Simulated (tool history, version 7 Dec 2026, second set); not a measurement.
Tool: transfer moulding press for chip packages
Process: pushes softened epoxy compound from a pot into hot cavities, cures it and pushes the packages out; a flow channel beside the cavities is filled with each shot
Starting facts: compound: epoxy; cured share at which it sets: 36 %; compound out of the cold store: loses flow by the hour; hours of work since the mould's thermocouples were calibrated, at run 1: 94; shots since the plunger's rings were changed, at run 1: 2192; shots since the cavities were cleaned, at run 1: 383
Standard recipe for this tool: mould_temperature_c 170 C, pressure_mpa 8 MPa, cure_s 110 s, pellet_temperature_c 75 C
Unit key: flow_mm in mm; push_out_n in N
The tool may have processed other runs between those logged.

| run | day | mould_temperature_c | pressure_mpa | cure_s | pellet_temperature_c | hours of work since the mould's thermocouples were calibrated | shots since the plunger's rings were changed | shots since the cavities were cleaned | incoming compound's hours out of the cold store | flow_mm | push_out_n |
|---|---|---|---|---|---|---|---|---|---|---|---|
| 1 | 0 | 170 | 8 | 110 | 75 | 94 | 2192 | 383 | 41.3 | 498 | 399 |
|  | 0.167 | cavities cleaned with cleaning compound and waxed |
| 2 | 0.567 | 170 | 8 | 110 | 75 | 103 | 2352 | 127 | 21.3 | 534 | 332 |
| 3 | 1.075 | 170 | 8 | 110 | 75 | 112 | 2514 | 289 | 20.7 | 533 | 390 |
|  | 1.571 | cavities cleaned with cleaning compound and waxed |
| 4 | 1.671 | 170 | 8 | 110 | 75 | 122 | 2683 | 31 | 16.5 | 533 | 278 |
| 5 | 2.571 | 170 | 8 | 110 | 75 | 138 | 2969 | 317 | 43.5 | 482 | 387 |
|  | 2.925 | cavities cleaned with cleaning compound and waxed |
| 6 | 3.121 | 170 | 8 | 110 | 75 | 146 | 3125 | 63 | 30.2 | 510 | 292 |
| 7 | 4.075 | 170 | 8 | 110 | 75 | 163 | 3427 | 365 | 45 | 485 | 378 |
|  | 4.279 | cavities cleaned with cleaning compound and waxed |
| 8 | 4.829 | 170 | 8 | 110 | 75 | 176 | 3647 | 174 | 30.9 | 503 | 332 |
|  | 5.617 | cavities cleaned with cleaning compound and waxed |
| 9 | 5.617 | 170 | 8 | 93 | 75 | 189 | 3878 | 0 | 9.4 | 530 | 342 |
| 10 | 6.021 | 170 | 8 | 93 | 75 | 196 | 4007 | 129 | 26.9 | 508 | 400 |
| 11 | 6.629 | 170 | 8 | 110 | 76 | 207 | 4200 | 322 | 9.9 | 531 | 391 |
|  | 6.946 | cavities cleaned with cleaning compound and waxed |
| 12 | 7.338 | 172 | 7.82 | 98 | 68 | 218 | 4406 | 125 | 41.1 | 468 | 343 |
| 13 | 8.125 | 172 | 7.82 | 98 | 68 | 232 | 4656 | 375 | 26.6 | 490 | 433 |
|  | 8.296 | cavities cleaned with cleaning compound and waxed |
| 14 | 8.821 | 169 | 7.82 | 98 | 68 | 243 | 4858 | 168 | 14.4 | 501 | 427 |
| 15 | 9.529 | 169 | 7.82 | 126 | 68 | 256 | 5082 | 392 | 9.6 | 513 | 363 |
|  | 9.633 | cavities cleaned with cleaning compound and waxed |
| 16 | 10.204 | 166 | 6.26 | 145 | 83 | 267 | 5277 | 181 | 20.3 | 450 | 292 |
|  | 10.396 | plunger's sealing rings changed |
|  | 11.112 | cavities cleaned with cleaning compound and waxed |
| 17 | 11.112 | 163 | 8.68 | 106 | 79 | 280 | 208 | 0 | 27.2 | 581 | 394 |

How would selected steps in flow_mm from run to run divide? Give the signed amount a tool lacking its hidden state would still show from settings, what came in and random variation, and the signed amount left for the hidden state, including any gauge scatter that is not in both of the compared results.
The tool's hidden condition here consists of: true mould temperature over the reading, C; pressure that reaches the compound, % of what is set; grip of the stained cavities, % over clean ones'; drift of the gauge itself on flow_mm, %; drift of the gauge itself on push_out_n, %.
Run 16 -> 17: mould_temperature_c 166 -> 163, pressure_mpa 6.26 -> 8.68, cure_s 145 -> 106, pellet_temperature_c 83 -> 79, plunger's sealing rings changed, cavities cleaned with cleaning compound and waxed. flow_mm +131 mm: hidden state +50, all else +81.
